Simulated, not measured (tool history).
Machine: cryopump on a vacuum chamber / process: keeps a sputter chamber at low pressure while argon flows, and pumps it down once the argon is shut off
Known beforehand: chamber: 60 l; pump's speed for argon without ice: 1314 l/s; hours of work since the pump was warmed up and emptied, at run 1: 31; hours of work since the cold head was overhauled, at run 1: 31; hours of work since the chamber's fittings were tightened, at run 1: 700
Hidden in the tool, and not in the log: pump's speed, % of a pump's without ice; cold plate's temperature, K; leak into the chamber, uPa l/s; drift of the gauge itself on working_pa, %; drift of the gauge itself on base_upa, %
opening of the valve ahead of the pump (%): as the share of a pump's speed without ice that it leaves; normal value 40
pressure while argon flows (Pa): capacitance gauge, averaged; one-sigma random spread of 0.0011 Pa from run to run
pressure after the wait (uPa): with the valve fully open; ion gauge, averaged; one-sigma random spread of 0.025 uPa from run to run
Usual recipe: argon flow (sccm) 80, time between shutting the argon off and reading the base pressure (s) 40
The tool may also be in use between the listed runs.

run	hour	argon flow (sccm)	time between shutting the argon off and reading the base pressure (s)	opening of the valve ahead of the pump (%)	hours of work since the pump was warmed up and emptied	hours of work since the cold head was overhauled	hours of work since the chamber's fittings were tightened	pressure while argon flows (Pa)	pressure after the wait (uPa)
1	0.0	80	40	40	31	31	700	0.2586	1.86
2	27.2	80	40	40	42	42	711	0.2607	1.97
3	45.2	80	40	40	50	50	718	0.2610	1.92
4	70.5	80	40	40	60	60	729	0.2616	1.91
5	85.0	80	40	32	66	66	734	0.3255	1.97
6	103.2	80	40	32	73	73	742	0.3257	2.02
7	119.8	80	56	40	80	80	749	0.2655	1.77
8	147.6	80	40	40	91	91	760	0.2659	2.00
9	169.6	80	40	40	100	100	769	0.2661	2.02
10	194.0	80	40	40	110	110	779	0.2680	2.07
11	207.4	80	40	40	116	116	784	0.2681	2.12
12	220.0	80	40	40	121	121	790	0.2717	2.16
13	232.7	80	40	40	126	126	795	0.2704	2.14
14	253.1	80	40	40	134	134	803	0.2718	2.12
15	276.9	80	40	40	144	144	813	0.2707	2.20
16	290.1	80	206	39	149	149	818	0.2795	1.64
17	306.6	80	49	39	156	156	825	0.2803	1.98
18	323.1	80	154	27	163	163	832	0.3961	1.64
19	343.0	80	154	27	171	171	840	0.3992	1.69
20	363.6	80	154	27	179	179	848	0.3992	1.65
21	381.2	80	154	27	187	187	855	0.4033	1.78
22	404.6	80	32	27	196	196	865	0.4018	2.50
23	429.5	80	32	27	206	206	875	0.4013	2.58
24	455.0	42	96	27	217	217	885	0.2124	1.91
25	482.2	42	96	27	228	228	896	0.2141	1.96
26	505.4	113	96	18	237	237	906	0.8456	2.00
27	517.8	49	40	32	242	242	911	0.2130	2.46
28	541.5	49	40	32	252	252	921	0.2121	2.47

Forecast each of these 5 alternatives for the next run:
A	560.4	36	98	40	260	260	928	?	?
B	560.4	74	40	47	260	260	928	?	?
C	560.4	54	29	52	260	260	928	?	?
D	560.4	49	49	59	260	260	928	?	?
E	560.4	43	23	30	260	260	928	?	?

run	pressure while argon flows (Pa)	pressure after the wait (uPa)
A	0.1276	2.06
B	0.2300	2.42
C	0.1527	2.77
D	0.1244	2.39
E	0.1998	2.99
Had the tool no hidden state, the same runs would have come out as:
run	pressure while argon flows (Pa)	pressure after the wait (uPa)
A	0.1152	0.55
B	0.2043	0.92
C	0.1340	1.23
D	0.1075	0.84
E	0.1849	1.48
